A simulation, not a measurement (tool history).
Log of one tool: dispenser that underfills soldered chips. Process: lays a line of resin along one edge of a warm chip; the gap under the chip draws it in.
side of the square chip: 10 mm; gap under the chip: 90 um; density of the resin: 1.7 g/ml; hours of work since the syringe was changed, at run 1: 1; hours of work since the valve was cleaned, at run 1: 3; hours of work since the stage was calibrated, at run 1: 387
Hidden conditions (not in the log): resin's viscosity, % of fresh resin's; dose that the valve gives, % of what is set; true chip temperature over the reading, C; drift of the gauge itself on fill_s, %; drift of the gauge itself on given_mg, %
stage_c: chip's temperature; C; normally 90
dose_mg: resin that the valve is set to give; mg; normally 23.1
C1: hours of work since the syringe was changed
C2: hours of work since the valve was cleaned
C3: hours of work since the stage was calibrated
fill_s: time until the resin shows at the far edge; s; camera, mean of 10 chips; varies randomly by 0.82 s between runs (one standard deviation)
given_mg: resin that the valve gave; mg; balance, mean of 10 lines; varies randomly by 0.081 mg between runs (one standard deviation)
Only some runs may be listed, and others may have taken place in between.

Run 1, hour 0: usual settings; C1 1; C2 3; C3 387. Result: fill_s 75.6 s, given_mg 22.98 mg.
At hour 11.4: new syringe of resin.
Run 2, hour 14.3: usual settings; C1 2; C2 14; C3 398. Result: fill_s 83.2 s, given_mg 22.61 mg.
At hour 23.7: new syringe of resin.
Run 3, hour 23.7: usual settings; C1 0; C2 21; C3 406. Result: fill_s 72.2 s, given_mg 22.4 mg.
Run 4, hour 34.9: usual settings but stage_c 83 C; C1 9; C2 30; C3 415. Result: fill_s 142.9 s, given_mg 22.47 mg.
At hour 36.6: new syringe of resin.
Run 5, hour 46.4: usual settings but stage_c 83 C; C1 8; C2 39; C3 424. Result: fill_s 137.5 s, given_mg 22.22 mg.
At hour 48.5: new syringe of resin.
At hour 54.9: dispensing valve cleaned and set on the balance.
Run 6, hour 55.7: usual settings but stage_c 83 C; C1 5; C2 1; C3 430. Result: fill_s 117.7 s, given_mg 23.15 mg.
At hour 61.5: new syringe of resin.
Run 7, hour 67.8: usual settings but stage_c 84 C; C1 5; C2 10; C3 439. Result: fill_s 115.3 s, given_mg 23.02 mg.
At hour 73.6: new syringe of resin.
Run 8, hour 81.8: usual settings but stage_c 84 C; C1 7; C2 21; C3 450. Result: fill_s 121.6 s, given_mg 22.59 mg.
At hour 86.1: new syringe of resin.
Run 9, hour 90.3: usual settings but stage_c 84 C; C1 3; C2 28; C3 457. Result: fill_s 105.6 s, given_mg 22.55 mg.
At hour 98.2: new syringe of resin.
Run 10, hour 103.2: usual settings but stage_c 104 C; C1 4; C2 38; C3 467. Result: fill_s 51.9 s, given_mg 22.31 mg.
At hour 110.5: new syringe of resin.
At hour 113: dispensing valve cleaned and set on the balance.
Run 11, hour 114.8: usual settings; C1 3; C2 1; C3 475. Result: fill_s 81 s, given_mg 22.99 mg.
At hour 124.1: new syringe of resin.
Run 12, hour 127.9: usual settings; C1 3; C2 12; C3 485. Result: fill_s 83.3 s, given_mg 22.84 mg.
At hour 136.7: new syringe of resin.
Run 13, hour 142.8: usual settings; C1 5; C2 23; C3 497. Result: fill_s 89.3 s, given_mg 22.57 mg.
At hour 149.4: new syringe of resin.
Run 14, hour 155: usual settings; C1 4; C2 33; C3 507. Result: fill_s 85.4 s, given_mg 22.37 mg.
At hour 161.3: new syringe of resin.
At hour 170.6: dispensing valve cleaned and set on the balance.
Run 15, hour 170.7: usual settings; C1 7; C2 0; C3 518. Result: fill_s 95.4 s, given_mg 23.13 mg.
At hour 174: new syringe of resin.
Run 16, hour 179.7: usual settings but stage_c 76 C, dose_mg 19.9 mg; C1 5; C2 7; C3 525. Result: fill_s 163.1 s, given_mg 19.65 mg.
At hour 186.2: new syringe of resin.
Run 17, hour 190.5: usual settings but stage_c 77 C, dose_mg 24.3 mg; C1 3; C2 15; C3 534. Result: fill_s 143.5 s, given_mg 23.97 mg.

Run 18 comes next. What will it give?
At hour 198.1: new syringe of resin.
Run 18, hour 202.8: usual settings but stage_c 77 C, dose_mg 27.5 mg; C1 4; C2 25; C3 543. Result: fill_s ?, given_mg ?.

fill_s: 140.6 s
given_mg: 26.91 mg
With no hidden state in the tool, this same run would have given fill_s 127.9 s, given_mg 27.47 mg.

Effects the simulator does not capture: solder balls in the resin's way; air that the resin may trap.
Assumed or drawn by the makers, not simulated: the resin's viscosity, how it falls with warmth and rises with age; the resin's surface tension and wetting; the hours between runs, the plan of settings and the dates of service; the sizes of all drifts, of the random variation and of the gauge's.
